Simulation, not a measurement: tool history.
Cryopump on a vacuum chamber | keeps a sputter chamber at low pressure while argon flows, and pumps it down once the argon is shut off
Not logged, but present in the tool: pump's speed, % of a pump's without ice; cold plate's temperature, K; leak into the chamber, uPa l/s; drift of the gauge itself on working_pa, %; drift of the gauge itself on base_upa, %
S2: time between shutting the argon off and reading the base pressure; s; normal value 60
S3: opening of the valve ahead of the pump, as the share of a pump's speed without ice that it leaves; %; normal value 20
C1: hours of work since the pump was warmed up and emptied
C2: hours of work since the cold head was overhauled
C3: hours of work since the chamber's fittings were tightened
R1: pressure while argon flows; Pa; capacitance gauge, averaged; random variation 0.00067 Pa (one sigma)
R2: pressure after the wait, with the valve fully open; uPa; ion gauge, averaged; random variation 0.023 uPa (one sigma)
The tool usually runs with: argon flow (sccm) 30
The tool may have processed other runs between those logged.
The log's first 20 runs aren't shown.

{"run": 21, "day": 15.596, "argon flow (sccm)": 30, "S2": 24, "S3": 20, "C1": 278, "C2": 278, "C3": 646, "R1": 0.1122, "R2": 2.13}
{"run": 22, "day": 16.175, "argon flow (sccm)": 30, "S2": 237, "S3": 20, "C1": 288, "C2": 288, "C3": 656, "R1": 0.1139, "R2": 0.76}
{"run": 23, "day": 17.175, "argon flow (sccm)": 30, "S2": 237, "S3": 20, "C1": 306, "C2": 306, "C3": 674, "R1": 0.1116, "R2": 0.8}
{"run": 24, "day": 18.25, "argon flow (sccm)": 33, "S2": 69, "S3": 20, "C1": 325, "C2": 325, "C3": 693, "R1": 0.1242, "R2": 1.2}
{"run": 25, "day": 19.092, "argon flow (sccm)": 19, "S2": 37, "S3": 20, "C1": 339, "C2": 339, "C3": 708, "R1": 0.0715, "R2": 1.61}
{"run": 26, "day": 20.192, "argon flow (sccm)": 29, "S2": 23, "S3": 43, "C1": 359, "C2": 359, "C3": 727, "R1": 0.0531, "R2": 2.22}
{"run": 27, "day": 20.958, "argon flow (sccm)": 29, "S2": 23, "S3": 43, "C1": 372, "C2": 372, "C3": 741, "R1": 0.0527, "R2": 2.23}
{"run": 28, "day": 22.121, "argon flow (sccm)": 29, "S2": 23, "S3": 43, "C1": 393, "C2": 393, "C3": 762, "R1": 0.0545, "R2": 2.19}
{"run": 29, "day": 22.825, "argon flow (sccm)": 48, "S2": 79, "S3": 56, "C1": 405, "C2": 405, "C3": 774, "R1": 0.0706, "R2": 1.14}
{"run": 30, "day": 23.458, "argon flow (sccm)": 48, "S2": 79, "S3": 56, "C1": 416, "C2": 416, "C3": 785, "R1": 0.0685, "R2": 1.22}
{"run": 31, "day": 24.583, "argon flow (sccm)": 32, "S2": 258, "S3": 17, "C1": 436, "C2": 436, "C3": 805, "R1": 0.1444, "R2": 0.9}
{"run": 32, "day": 25.5, "argon flow (sccm)": 32, "S2": 258, "S3": 17, "C1": 453, "C2": 453, "C3": 821, "R1": 0.1428, "R2": 1.03}
{"run": 33, "day": 26.208, "argon flow (sccm)": 45, "S2": 109, "S3": 17, "C1": 465, "C2": 465, "C3": 834, "R1": 0.2011, "R2": 1.11}
{"run": 34, "day": 27.054, "argon flow (sccm)": 30, "S2": 45, "S3": 22, "C1": 480, "C2": 480, "C3": 849, "R1": 0.1043, "R2": 1.61}

5 options for the next run, each taken on its own from the tool as it stands now. Forecast them:
{"run": "A", "day": 27.583, "argon flow (sccm)": 30, "S2": 160, "S3": 23, "C1": 489, "C2": 489, "C3": 858, "R1": "?", "R2": "?"}
{"run": "B", "day": 27.583, "argon flow (sccm)": 28, "S2": 45, "S3": 22, "C1": 489, "C2": 489, "C3": 858, "R1": "?", "R2": "?"}
{"run": "C", "day": 27.583, "argon flow (sccm)": 21, "S2": 169, "S3": 20, "C1": 489, "C2": 489, "C3": 858, "R1": "?", "R2": "?"}
{"run": "D", "day": 27.583, "argon flow (sccm)": 21, "S2": 45, "S3": 47, "C1": 489, "C2": 489, "C3": 858, "R1": "?", "R2": "?"}
{"run": "E", "day": 27.583, "argon flow (sccm)": 45, "S2": 60, "S3": 20, "C1": 489, "C2": 489, "C3": 858, "R1": "?", "R2": "?"}

run=A R1=0.1011 R2=1.06
run=B R1=0.0973 R2=1.59
run=C R1=0.0807 R2=1.02
run=D R1=0.0361 R2=1.68
run=E R1=0.1725 R2=1.36
Had the tool no hidden state, the same runs would have come out as:
run=A R1=0.0960 R2=0.35
run=B R1=0.0927 R2=0.88
run=C R1=0.0771 R2=0.32
run=D R1=0.0326 R2=0.94
run=E R1=0.1649 R2=0.67

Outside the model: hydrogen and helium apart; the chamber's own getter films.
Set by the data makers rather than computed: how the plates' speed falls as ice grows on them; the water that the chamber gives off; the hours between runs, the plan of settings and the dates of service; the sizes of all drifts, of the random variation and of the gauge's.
